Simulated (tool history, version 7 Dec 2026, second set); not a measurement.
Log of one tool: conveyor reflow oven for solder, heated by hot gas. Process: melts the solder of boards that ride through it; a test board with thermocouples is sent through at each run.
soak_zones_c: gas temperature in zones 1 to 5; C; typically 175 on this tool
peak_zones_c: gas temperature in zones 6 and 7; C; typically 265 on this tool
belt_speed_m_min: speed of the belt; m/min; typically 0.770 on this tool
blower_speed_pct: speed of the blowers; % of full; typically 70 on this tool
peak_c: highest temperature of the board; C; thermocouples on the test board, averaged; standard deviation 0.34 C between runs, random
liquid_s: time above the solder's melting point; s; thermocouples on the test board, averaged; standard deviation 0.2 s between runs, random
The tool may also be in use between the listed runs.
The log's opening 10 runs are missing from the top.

run	day	soak_zones_c	peak_zones_c	belt_speed_m_min	blower_speed_pct	peak_c	liquid_s
11	29.146	175	265	0.770	69	253.9	42.8
12	31.104	175	265	0.770	69	253.6	42.9
13	32.954	175	265	0.770	69	253.2	42.4
14	35.212	175	265	0.770	62	252.2	41.0
15	37.175	175	265	0.770	62	251.6	41.1
16	38.867	175	257	0.864	70	242.9	31.4
# day 39.958: flux residue cleaned out of gas plates and filters
17	42.717	175	279	0.764	70	269.5	49.2
18	45.204	175	279	0.764	70	268.6	49.4
19	47.542	175	279	0.764	70	268.3	49.0
20	50.321	165	279	0.824	67	264.1	41.7
21	54.021	179	280	0.627	67	273.5	63.2
22	55.629	179	280	0.627	67	273.6	63.0
23	58.262	175	257	0.852	70	244.2	33.8
# day 60.471: belt drive overhauled, speed set with a stopwatch
24	61.921	183	275	0.770	83	266.8	49.3
# day 64.462: flux residue cleaned out of gas plates and filters
25	64.625	183	275	0.770	83	269.8	50.6
26	67.054	182	276	0.770	69	267.6	50.1
27	69.729	189	264	0.816	51	250.9	41.5
28	72.150	189	264	0.816	51	251.1	41.9
# day 75.304: thermocouples of zones 6 and 7 changed
29	75.762	189	266	0.832	55	250.8	40.8
30	77.800	183	276	0.639	61	267.5	60.4

Branching from run 30: 3 alternative next runs. What would each branch give?
A	80.158	188	276	0.639	61	?	?
B	80.158	165	265	0.770	79	?	?
C	80.158	165	265	0.747	70	?	?

run	peak_c	liquid_s
A	268.0	62.0
B	253.6	40.6
C	252.4	41.5
With the hidden condition removed and each run's random variation left untouched, the same runs would have given:
run	peak_c	liquid_s
A	268.9	62.1
B	255.5	41.8
C	254.1	42.6
